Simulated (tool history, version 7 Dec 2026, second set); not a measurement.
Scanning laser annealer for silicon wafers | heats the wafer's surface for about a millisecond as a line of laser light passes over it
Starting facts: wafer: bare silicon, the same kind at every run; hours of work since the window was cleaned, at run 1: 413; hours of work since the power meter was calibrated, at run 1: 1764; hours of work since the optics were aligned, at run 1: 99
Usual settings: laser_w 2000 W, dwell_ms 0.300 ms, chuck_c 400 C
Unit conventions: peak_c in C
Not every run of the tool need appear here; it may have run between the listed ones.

run    hour  laser_w  dwell_ms  chuck_c  hours of work since the window was cleaned  hours of work since the power meter was calibrated  hours of work since the optics were aligned  peak_c
  1     0.0     2000     0.300      400                                         413                                                1764                                           99    1192
  2    38.8     2000     0.300      400                                         444                                                1795                                          130    1190
  3   111.1     2000     0.300      400                                         502                                                1853                                          187    1189
  4   163.8     2000     0.300      432                                         544                                                1895                                          229    1214
  5   234.9     2000     0.294      400                                         600                                                1951                                          286    1174
      264.4  -- window over the wafer cleaned
  6   300.4     2000     0.294      380                                          29                                                2002                                          337    1175
  7   360.0     2000     0.294      380                                          76                                                2050                                          384    1173
  8   423.7     2000     0.294      380                                         127                                                2100                                          435    1168
  9   477.0     2000     0.293      400                                         170                                                2143                                          477    1184
 10   545.7     2000     0.293      400                                         224                                                2198                                          532    1180
 11   578.6     2000     0.293      400                                         251                                                2224                                          559    1183
 12   631.0     2000     0.293      400                                         292                                                2266                                          600    1174
 13   708.2     2000     0.300      378                                         354                                                2327                                          662    1156
 14   760.1     1961     0.300      400                                         395                                                2369                                          703    1160
      768.6  -- optics aligned, line set to its width
 15   833.7     1961     0.300      400                                         450                                                2423                                           52    1142
 16   906.7     2000     0.300      400                                         508                                                2482                                          110    1160
 17   968.6     2000     0.300      400                                         558                                                2531                                          159    1154
 18  1021.8     2000     0.300      400                                         600                                                2573                                          202    1153
     1045.9  -- window over the wafer cleaned
     1086.4  -- optics aligned, line set to its width, once more
 19  1100.0     2000     0.300      400                                          39                                                2630                                           11    1203
 20  1136.0     2000     0.300      400                                          68                                                2659                                           40    1205
 21  1187.4     2000     0.300      400                                         109                                                2700                                           81    1201
 22  1244.8     2000     0.300      400                                         155                                                2746                                          126    1195
 23  1277.0     1790     0.300      412                                         180                                                2771                                          152    1109
 24  1313.8     1790     0.300      412                                         210                                                2801                                          181    1109
 25  1375.8     1800     0.270      378                                         259                                                2850                                          231    1044
 26  1428.1     1800     0.270      378                                         301                                                2892                                          273    1044
 27  1490.9     1702     0.291      365                                         351                                                2942                                          323    1004
 28  1526.8     1702     0.291      365                                         380                                                2971                                          351    1004
 29  1585.8     1702     0.291      390                                         427                                                3018                                          398    1024
 30  1620.8     1857     0.313      422                                         455                                                3046                                          426    1144
 31  1666.1     2165     0.300      364                                         491                                                3082                                          462    1212
 32  1724.0     2085     0.300      400                                         537                                                3128                                          508    1208
 33  1794.6     2193     0.332      386                                         593                                                3184                                          565    1277
     1830.9  -- window over the wafer cleaned
 34  1861.1     2181     0.368      360                                          24                                                3236                                          616    1314
 35  1903.5     1888     0.378      400                                          58                                                3270                                          650    1216
     1971.0  -- laser's power meter calibrated
 36  1978.2     1858     0.332      376                                         115                                                   6                                          707    1150
 37  2031.2     1707     0.269      390                                         157                                                  48                                          749    1030
     2097.0  -- optics aligned, line set to its width
 38  2098.4     1707     0.269      390                                         207                                                  98                                            1    1041
 39  2147.5     1904     0.300      434                                         246                                                 137                                           40    1202
 40  2194.5     1904     0.300      434                                         284                                                 174                                           78    1201
 41  2245.0     2000     0.377      361                                         324                                                 215                                          118    1258

Below, each run's measurement less what the same run would have read without the hidden state. Both values contain the same run-to-run variation, but the gauge's scatter may not be the same in both:
The tool's hidden condition here consists of: light that passes the window, % of a clean one's; laser's true power over the reading, %; width of the line over the set one, %; drift of the gauge itself on peak_c, C.
run  peak_c
  1     -36
  2     -38
  3     -42
  4     -46
  5     -49
  6     -25
  7     -28
  8     -33
  9     -36
 10     -40
 11     -41
 12     -45
 13     -49
 14     -51
 15     -64
 16     -70
 17     -74
 18     -76
 19     -23
 20     -25
 21     -29
 22     -32
 23     -29
 24     -32
 25     -34
 26     -36
 27     -39
 28     -40
 29     -42
 30     -51
 31     -63
 32     -64
 33     -75
 34     -50
 35     -46
 36     -21
 37     -20
 38      -9
 39     -14
 40     -17
 41     -23
